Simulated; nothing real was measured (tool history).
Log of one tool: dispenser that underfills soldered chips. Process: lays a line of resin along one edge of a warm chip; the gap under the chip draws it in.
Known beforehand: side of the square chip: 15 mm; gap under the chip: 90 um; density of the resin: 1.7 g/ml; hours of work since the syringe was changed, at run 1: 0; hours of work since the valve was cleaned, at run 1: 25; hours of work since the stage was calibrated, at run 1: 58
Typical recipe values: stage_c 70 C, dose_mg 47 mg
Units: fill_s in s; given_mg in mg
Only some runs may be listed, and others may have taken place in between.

| run | day | stage_c | dose_mg | hours of work since the syringe was changed | hours of work since the valve was cleaned | hours of work since the stage was calibrated | fill_s | given_mg |
|---|---|---|---|---|---|---|---|---|
| 1 | 0 | 70 | 47 | 0 | 25 | 58 | 116.2 | 46.56 |
|  | 0.429 | new syringe of resin |
| 2 | 0.646 | 70 | 47 | 3 | 35 | 68 | 124.1 | 45.8 |
|  | 0.888 | new syringe of resin |
| 3 | 0.933 | 70 | 47 | 1 | 39 | 73 | 115.9 | 45.83 |
|  | 1.304 | new syringe of resin |
| 4 | 1.417 | 76 | 47 | 2 | 46 | 80 | 100.1 | 45.16 |
|  | 1.721 | new syringe of resin |
| 5 | 1.996 | 64 | 47 | 4 | 55 | 89 | 155.7 | 45.15 |
|  | 2.154 | new syringe of resin |
| 6 | 2.408 | 70 | 47 | 4 | 61 | 95 | 129.8 | 44.92 |
|  | 2.562 | new syringe of resin |
|  | 3.017 | new syringe of resin |
| 7 | 3.029 | 70 | 40.5 | 0 | 71 | 104 | 120.6 | 38.32 |
|  | 3.129 | dispensing valve cleaned and set on the balance |
| 8 | 3.425 | 70 | 47 | 6 | 5 | 110 | 132.5 | 46.82 |
|  | 3.467 | new syringe of resin |
|  | 3.896 | new syringe of resin |
| 9 | 3.975 | 70 | 47.6 | 1 | 13 | 118 | 116.1 | 47.11 |
|  | 4.304 | new syringe of resin |
| 10 | 4.362 | 70 | 47.6 | 1 | 19 | 124 | 112 | 46.82 |
|  | 4.721 | new syringe of resin |
| 11 | 4.958 | 70 | 47 | 4 | 28 | 133 | 125.6 | 45.98 |
|  | 5.129 | new syringe of resin |
|  | 5.546 | new syringe of resin |
| 12 | 5.554 | 83 | 47 | 0 | 37 | 142 | 78.2 | 45.36 |
|  | 5.954 | new syringe of resin |
| 13 | 6.121 | 70 | 55.4 | 3 | 45 | 151 | 116.6 | 53.24 |
|  | 6.354 | new syringe of resin |
| 14 | 6.454 | 70 | 55.4 | 2 | 50 | 156 | 111.2 | 52.98 |
|  | 6.808 | new syringe of resin |
| 15 | 7.042 | 70 | 47 | 4 | 59 | 165 | 124.3 | 44.86 |
|  | 7.246 | new syringe of resin |
| 16 | 7.504 | 70 | 47 | 4 | 67 | 172 | 123.5 | 44.41 |
|  | 7.671 | new syringe of resin |
|  | 7.85 | dispensing valve cleaned and set on the balance |
| 17 | 7.85 | 70 | 47 | 2 | 0 | 176 | 120.1 | 47.06 |
|  | 8.125 | new syringe of resin |
| 18 | 8.338 | 70 | 47 | 3 | 7 | 184 | 120.9 | 46.9 |
|  | 8.567 | new syringe of resin |
| 19 | 8.783 | 67 | 54 | 3 | 14 | 191 | 128.9 | 53.42 |
|  | 9.004 | new syringe of resin |
| 20 | 9.229 | 63 | 55.6 | 4 | 21 | 197 | 147.4 | 54.51 |
|  | 9.438 | new syringe of resin |
| 21 | 9.612 | 61 | 47 | 3 | 27 | 203 | 158.3 | 46.23 |
|  | 9.871 | new syringe of resin |
| 22 | 9.933 | 75 | 51.1 | 1 | 32 | 208 | 96.2 | 50.05 |
|  | 10.288 | new syringe of resin |
| 23 | 10.379 | 73 | 60.5 | 1 | 38 | 215 | 95.5 | 58.67 |
|  | 10.692 | new syringe of resin |
| 24 | 10.858 | 83 | 45.1 | 3 | 46 | 222 | 81.5 | 43.47 |
|  | 11.096 | new syringe of resin |
| 25 | 11.321 | 83 | 45.1 | 4 | 53 | 229 | 84.7 | 43.42 |
|  | 11.521 | new syringe of resin |
|  | 11.933 | new syringe of resin |
| 26 | 11.954 | 70 | 45.1 | 0 | 62 | 239 | 108.5 | 43.1 |
|  | 12.35 | new syringe of resin |
| 27 | 12.458 | 70 | 45.1 | 2 | 70 | 246 | 119.7 | 42.44 |
|  | 12.558 | dispensing valve cleaned and set on the balance |
|  | 12.812 | new syringe of resin |
| 28 | 12.912 | 58 | 47.2 | 2 | 5 | 253 | 164.9 | 47.15 |
|  | 13.262 | new syringe of resin |
| 29 | 13.317 | 57 | 49.5 | 1 | 11 | 259 | 166.1 | 48.97 |
|  | 13.675 | new syringe of resin |
| 30 | 13.854 | 66 | 55.8 | 3 | 20 | 267 | 129 | 55.16 |
|  | 14.108 | new syringe of resin |
| 31 | 14.396 | 70 | 50.8 | 5 | 28 | 275 | 121.6 | 49.72 |
|  | 14.538 | new syringe of resin |
|  | 14.975 | new syringe of resin |
| 32 | 15.092 | 57 | 41.7 | 2 | 38 | 286 | 180.4 | 40.24 |
|  | 15.404 | new syringe of resin |
| 33 | 15.55 | 83 | 58.4 | 2 | 45 | 293 | 75.6 | 55.95 |

Selected run-to-run steps in fill_s, each split into two signed amounts: the part the tool would show with no hidden state at all (from settings, incoming material and random variation), and the remainder, which goes to the hidden state together with any gauge scatter not common to the measured and the hidden-state-free results:
What the log doesn't record here: resin's viscosity, % of fresh resin's; dose that the valve gives, % of what is set; true chip temperature over the reading, C; drift of the gauge itself on fill_s, %; drift of the gauge itself on given_mg, %.
Run 6 -> 7: dose_mg 47 -> 40.5, new syringe of resin, new syringe of resin. fill_s -9.2 s: hidden state -14.7, all else +5.5.
Run 7 -> 8: dose_mg 40.5 -> 47, dispensing valve cleaned and set on the balance. fill_s +11.9 s: hidden state +19.5, all else -7.6.
Run 8 -> 9: dose_mg 47 -> 47.6, new syringe of resin, new syringe of resin. fill_s -16.4 s: hidden state -17.8, all else +1.4.
Run 21 -> 22: stage_c 61 -> 75, dose_mg 47 -> 51.1, new syringe of resin. fill_s -62.1 s: hidden state -8.3, all else -53.8.
Run 31 -> 32: stage_c 70 -> 57, dose_mg 50.8 -> 41.7, new syringe of resin, new syringe of resin. fill_s +58.8 s: hidden state -6.5, all else +65.3.
Run 32 -> 33: stage_c 57 -> 83, dose_mg 41.7 -> 58.4, new syringe of resin. fill_s -104.8 s: hidden state -3.6, all else -101.2.

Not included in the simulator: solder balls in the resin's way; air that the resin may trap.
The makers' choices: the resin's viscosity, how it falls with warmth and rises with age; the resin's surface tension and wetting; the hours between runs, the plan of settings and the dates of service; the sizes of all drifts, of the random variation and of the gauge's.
